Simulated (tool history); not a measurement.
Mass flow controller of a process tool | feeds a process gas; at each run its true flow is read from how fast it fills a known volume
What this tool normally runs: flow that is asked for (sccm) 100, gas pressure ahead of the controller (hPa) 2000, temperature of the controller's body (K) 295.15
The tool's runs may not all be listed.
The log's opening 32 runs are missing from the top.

run	hour	flow that is asked for (sccm)	gas pressure ahead of the controller (hPa)	temperature of the controller's body (K)	hours of work since the controller was set to zero	hours of work since the controller was changed	true flow (%)
33	3516.6	66	2250	295.15	5375	5375	97.32
34	3650.1	66	1410	297.15	5463	5463	98.11
35	3740.1	32	1590	299.15	5522	5522	95.96
36	3856.9	32	2320	303.15	5599	5599	95.71
37	3923.1	175	1490	302.15	5642	5642	100.22
38	3996.9	175	1490	302.15	5691	5691	100.14
39	4114.3	54	1490	308.15	5768	5768	98.45
40	4189.4	100	2130	298.15	5817	5817	98.44
41	4290.1	100	2130	298.15	5883	5883	98.44
42	4367.2	116	2480	313.15	5934	5934	99.66
43	4452.2	116	2480	313.15	5990	5990	99.84
44	4513.4	116	2480	313.15	6030	6030	99.75
45	4593	127	2000	296.15	6083	6083	98.7
46	4728	127	2260	307.15	6172	6172	99.54
47	4864.7	180	2800	307.15	6261	6261	99.66
48	5011	100	1460	295.15	6358	6358	98.61

Consider 4 possible next runs. They are alternatives, not a sequence: every one starts from the tool as it was left by run 48. What does each give?
A	5124.3	34	2000	295.15	6432	6432	?
B	5124.3	21	2000	295.15	6432	6432	?
C	5124.3	169	1890	295.15	6432	6432	?
D	5124.3	21	1460	309.15	6432	6432	?

run	true flow (%)
A	95.02
B	92.3
C	99.16
D	93.96
The same runs, with their run-to-run variation unchanged, on a tool lacking any hidden condition would have given:
run	true flow (%)
A	98.84
B	98.73
C	99.6
D	100.4
